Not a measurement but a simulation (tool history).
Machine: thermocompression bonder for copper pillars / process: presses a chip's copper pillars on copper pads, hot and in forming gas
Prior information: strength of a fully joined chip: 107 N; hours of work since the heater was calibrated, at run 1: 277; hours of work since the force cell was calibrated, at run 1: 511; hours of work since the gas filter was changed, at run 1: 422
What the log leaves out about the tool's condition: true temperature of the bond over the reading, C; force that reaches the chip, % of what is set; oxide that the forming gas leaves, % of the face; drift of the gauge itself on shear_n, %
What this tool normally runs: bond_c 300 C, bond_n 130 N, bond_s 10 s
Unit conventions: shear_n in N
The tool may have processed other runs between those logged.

run	hour	bond_c	bond_n	bond_s	hours of work since the heater was calibrated	hours of work since the force cell was calibrated	hours of work since the gas filter was changed	shear_n
1	0.0	300	130	10	277	511	422	49.4
# hour 2.3: forming gas filter changed
2	16.5	300	130	10	288	522	10	55.8
3	30.3	300	130	10	298	532	20	55.7
4	53.1	324	130	10	315	549	37	70.9
5	76.9	300	130	10	332	566	54	55.4
6	87.1	300	79	10	339	573	61	41.0
7	102.5	300	79	10	351	585	72	41.5
8	116.0	300	79	6	360	594	82	34.4
9	134.4	289	130	10	374	608	95	48.2
10	158.6	289	130	10	391	625	113	49.4
11	180.4	289	130	10	407	641	129	48.1
# hour 183.1: force cell calibrated
12	199.9	300	130	7	420	12	142	49.3
13	213.7	300	130	7	430	22	152	49.0
14	230.5	300	130	10	442	34	164	55.3
15	243.5	300	130	10	451	44	173	55.2
16	259.1	316	130	10	463	55	184	64.8
17	280.1	316	130	10	478	70	200	65.1
18	303.7	271	130	7	495	87	217	34.1
# hour 318.6: force cell calibrated, once more
19	325.6	271	130	7	510	5	231	31.8
20	336.7	271	130	7	518	13	239	32.7
21	348.4	304	87	14	526	22	248	50.2
22	366.3	327	105	24	539	34	261	77.4
23	383.0	306	133	10	551	47	273	56.6
24	401.7	306	133	10	564	60	286	54.7
25	413.0	304	130	11	573	68	294	56.5
26	426.3	304	130	11	582	78	304	55.6
27	440.3	300	113	10	592	88	314	47.8
28	458.9	294	128	29	606	101	328	66.6
29	472.0	294	128	29	615	111	337	66.6

Entry by entry between the runs, the difference in hidden state between the last listed run before and the first listed run after:
Runs 1 to 2: forming gas filter changed (hour 2.3)
  true temperature of the bond over the reading, C: 2.6 -> 2.7; oxide that the forming gas leaves, % of the face: 13.15 -> 0.78
  measured less the result without the state, shear_n: -4.7 -> +2.4 N
Runs 11 to 12: force cell calibrated (hour 183.1)
  true temperature of the bond over the reading, C: 3.6 -> 3.7; force that reaches the chip, % of what is set: 103.8 -> 106.4; oxide that the forming gas leaves, % of the face: 4.02 -> 4.36
  measured less the result without the state, shear_n: +1.3 -> +1.9 N
Runs 18 to 19: force cell calibrated, once more (hour 318.6)
  true temperature of the bond over the reading, C: 4.2 -> 4.3; force that reaches the chip, % of what is set: 106.8 -> 100.2; oxide that the forming gas leaves, % of the face: 6.44 -> 6.87
  measured less the result without the state, shear_n: +1.4 -> -0.1 N
